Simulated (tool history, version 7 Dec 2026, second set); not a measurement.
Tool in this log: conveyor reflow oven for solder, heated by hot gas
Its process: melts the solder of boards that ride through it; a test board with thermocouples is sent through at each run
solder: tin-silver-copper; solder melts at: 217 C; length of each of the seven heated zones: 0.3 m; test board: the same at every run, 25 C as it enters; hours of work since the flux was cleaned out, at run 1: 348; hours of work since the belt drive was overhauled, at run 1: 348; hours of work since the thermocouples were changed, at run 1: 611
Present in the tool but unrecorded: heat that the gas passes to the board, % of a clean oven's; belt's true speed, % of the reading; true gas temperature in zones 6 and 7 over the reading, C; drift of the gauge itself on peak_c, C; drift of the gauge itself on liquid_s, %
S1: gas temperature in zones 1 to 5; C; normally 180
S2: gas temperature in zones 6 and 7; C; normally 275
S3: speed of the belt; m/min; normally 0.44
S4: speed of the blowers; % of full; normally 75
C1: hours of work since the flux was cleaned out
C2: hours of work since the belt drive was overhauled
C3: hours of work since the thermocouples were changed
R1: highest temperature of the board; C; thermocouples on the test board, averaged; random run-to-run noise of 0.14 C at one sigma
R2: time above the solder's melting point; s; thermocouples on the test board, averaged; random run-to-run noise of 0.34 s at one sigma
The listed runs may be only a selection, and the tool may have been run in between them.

run,hour,S1,S2,S3,S4,C1,C2,C3,R1,R2
1,0,180,275,0.44,75,348,348,611,259.8,69
2,35.8,180,275,0.44,75,373,373,636,259.8,68.5
3,85.9,180,275,0.44,75,408,408,670,259.7,69.1
# hour 102.3: flux residue cleaned out of gas plates and filters
# hour 129: thermocouples of zones 6 and 7 changed
4,134.9,180,275,0.44,75,21,437,4,260.5,69.3
5,191.4,184,275,0.44,75,61,476,43,261.1,71.7
6,216.6,184,275,0.44,75,78,494,61,260.9,71.4
7,266.2,180,275,0.44,75,113,529,96,260.5,69.4
8,309.3,180,275,0.44,75,143,559,126,260.2,69.5
9,365.5,180,275,0.44,75,182,598,165,260.3,69.4
10,398,180,278,0.44,75,205,620,187,263,71.4
11,452.2,184,275,0.44,75,242,658,225,260.8,72.3
12,493.6,180,275,0.44,75,271,687,254,260.2,70.1
13,541.3,180,275,0.44,75,305,720,287,260.1,69.9
14,577,180,275,0.44,75,329,745,312,259.9,69.4
15,602.3,180,275,0.44,75,347,763,330,259.9,70
16,632.5,180,275,0.508,76,368,784,351,255.2,56.7
17,685.1,180,277,0.508,75,405,820,387,256.5,58.3
# hour 703.2: flux residue cleaned out of gas plates and filters
18,735.8,180,275,0.472,54,23,852,419,255.1,61
19,773.7,180,275,0.472,54,49,879,446,255.1,61.2
20,817.2,180,275,0.472,54,79,909,476,254.8,60.3
21,849.4,180,283,0.446,54,102,931,498,263.6,70.8
22,873.9,183,275,0.44,57,119,948,515,258.6,70.1
23,919.3,186,275,0.44,57,151,980,547,258.7,72.1
24,964.8,171,281,0.521,71,182,1012,579,257.2,53.9
25,990,179,283,0.431,60,200,1029,596,265.9,74.1
26,1022.4,181,270,0.49,81,222,1052,619,253.9,59
27,1050.3,180,275,0.49,75,242,1071,638,257.2,60.7
28,1095.4,183,271,0.402,75,273,1103,670,259.9,78.6
# hour 1130.3: thermocouples of zones 6 and 7 changed
29,1130.3,188,287,0.47,71,296,1126,0,269.1,73.1
30,1165.4,180,275,0.412,75,321,1150,24,261.9,76.2

Branching from run 30: 3 alternative next runs. What would each branch give?
A,1214.1,192,275,0.44,58,355,1184,58,?,?
B,1214.1,171,275,0.372,75,355,1184,58,?,?
C,1214.1,180,275,0.412,75,355,1184,58,?,?

run,R1,R2
A,259.3,74.6
B,263.4,83
C,261.6,76.7
The same runs, with their run-to-run variation unchanged, on a tool lacking any hidden condition would have given:
run,R1,R2
A,259.5,73.2
B,263.7,81.5
C,262,75.4
